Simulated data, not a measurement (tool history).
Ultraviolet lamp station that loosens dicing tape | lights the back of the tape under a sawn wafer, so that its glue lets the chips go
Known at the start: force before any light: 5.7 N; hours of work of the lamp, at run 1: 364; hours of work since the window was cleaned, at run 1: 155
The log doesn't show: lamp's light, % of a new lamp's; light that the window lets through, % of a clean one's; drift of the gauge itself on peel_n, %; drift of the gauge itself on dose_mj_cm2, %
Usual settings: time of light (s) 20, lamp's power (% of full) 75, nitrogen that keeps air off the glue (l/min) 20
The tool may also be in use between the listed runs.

run    hour  time of light (s)  lamp's power (% of full)  nitrogen that keeps air off the glue (l/min)  hours of work of the lamp  hours of work since the window was cleaned  force that peels the tape off (N)  light that reached the tape (J/m2)
  1     0.0                 20                        75                                            20                        364                                         155                              0.863                                2080
  2    49.3                 26                        75                                            20                        390                                         181                              0.526                                2710
  3    93.2                 26                        75                                            20                        413                                         204                              0.542                                2690
  4   158.5                 20                        75                                            11                        448                                         239                              1.252                                2130
  5   219.3                 20                        75                                            11                        480                                         271                              1.245                                2100
  6   306.1                 20                        75                                            11                        525                                         317                              1.230                                2080
  7   370.2                 20                        75                                            11                        559                                         350                              1.282                                2050
      455.1  -- window cleaned of glue's vapour
  8   455.1                 20                        75                                             8                        604                                           0                              1.514                                2070
  9   524.4                 20                        75                                             8                        640                                          37                              1.504                                2070
 10   579.7                 20                        75                                             8                        669                                          66                              1.485                                2080
 11   635.2                 20                        75                                             8                        699                                          95                              1.497                                2100
 12   685.6                 20                        75                                             8                        725                                         122                              1.472                                2050
 13   747.5                 20                       100                                            20                        758                                         154                              0.496                                2740
 14   787.1                 20                       100                                            20                        779                                         175                              0.520                                2770
 15   827.3                 20                       100                                            20                        800                                         196                              0.506                                2770
 16   870.8                 20                        75                                            20                        823                                         219                              0.889                                2080
 17   933.6                 20                        75                                            20                        856                                         252                              0.844                                2060
 18   974.6                 20                        75                                            20                        878                                         274                              0.803                                2060
 19  1038.8                 20                        75                                            33                        912                                         308                              0.626                                2030
 20  1081.1                 20                        75                                            33                        934                                         330                              0.599                                2080
 21  1120.6                 20                        75                                            33                        955                                         351                              0.645                                2030
 22  1183.9                 20                        60                                            33                        988                                         384                              0.944                                1710
     1200.0  -- window cleaned of glue's vapour
 23  1238.7                 29                        60                                            33                       1017                                          20                              0.476                                2450
 24  1302.2                 20                        65                                            20                       1050                                          54                              1.058                                1800
 25  1343.3                 20                        98                                            27                       1072                                          76                              0.431                                2680
 26  1428.4                 13                        62                                            10                       1117                                         120                              2.539                                1100
 27  1468.7                 17                        75                                            22                       1138                                         142                              1.015                                1750
 28  1513.9                 20                        85                                            20                       1162                                         166                              0.701                                2350
 29  1571.3                 20                        70                                             6                       1192                                         196                              1.943                                1940
 30  1626.6                 21                        81                                            32                       1221                                         225                              0.517                                2350
 31  1671.2                 39                        89                                            32                       1245                                         249                              0.200                                4810
 32  1732.3                 29                        69                                             7                       1277                                         281                              1.098                                2730
 33  1773.8                 18                        69                                             7                       1299                                         303                              2.022                                1700
     1797.3  -- lamp changed
 34  1846.1                 18                        69                                             7                         26                                         340                              2.003                                1680
 35  1907.2                 11                        84                                            20                         58                                         372                              1.691                                1290
     1949.1  -- window cleaned of glue's vapour
 36  1987.2                 11                        84                                            20                        100                                          20                              1.640                                1270
 37  2069.1                 20                        68                                            30                        143                                          63                              0.793                                1900
 38  2144.6                 12                        75                                            20                        183                                         103                              1.691                                1250
 39  2220.1                 10                        75                                            39                        223                                         143                              1.670                                1040
 40  2271.4                 10                        75                                            39                        250                                         170                              1.649                                1040

4 ways to go on from here, each from the tool as it stands after run 40. What would each give?
  A  2308.0                 10                        75                                             8                        269                                         189                                  ?                                   ?
  B  2308.0                 18                        75                                            20                        269                                         189                                  ?                                   ?
  C  2308.0                 26                        62                                            16                        269                                         189                                  ?                                   ?
  D  2308.0                 37                        75                                            39                        269                                         189                                  ?                                   ?

run  force that peels the tape off (N)  light that reached the tape (J/m2)
  A                              2.869                                1070
  B                              1.016                                1810
  C                              0.887                                2250
  D                              0.234                                3820
Without the tool's hidden state the same runs would have given:
run  force that peels the tape off (N)  light that reached the tape (J/m2)
  A                              2.866                                1070
  B                              1.013                                1810
  C                              0.885                                2260
  D                              0.233                                3830

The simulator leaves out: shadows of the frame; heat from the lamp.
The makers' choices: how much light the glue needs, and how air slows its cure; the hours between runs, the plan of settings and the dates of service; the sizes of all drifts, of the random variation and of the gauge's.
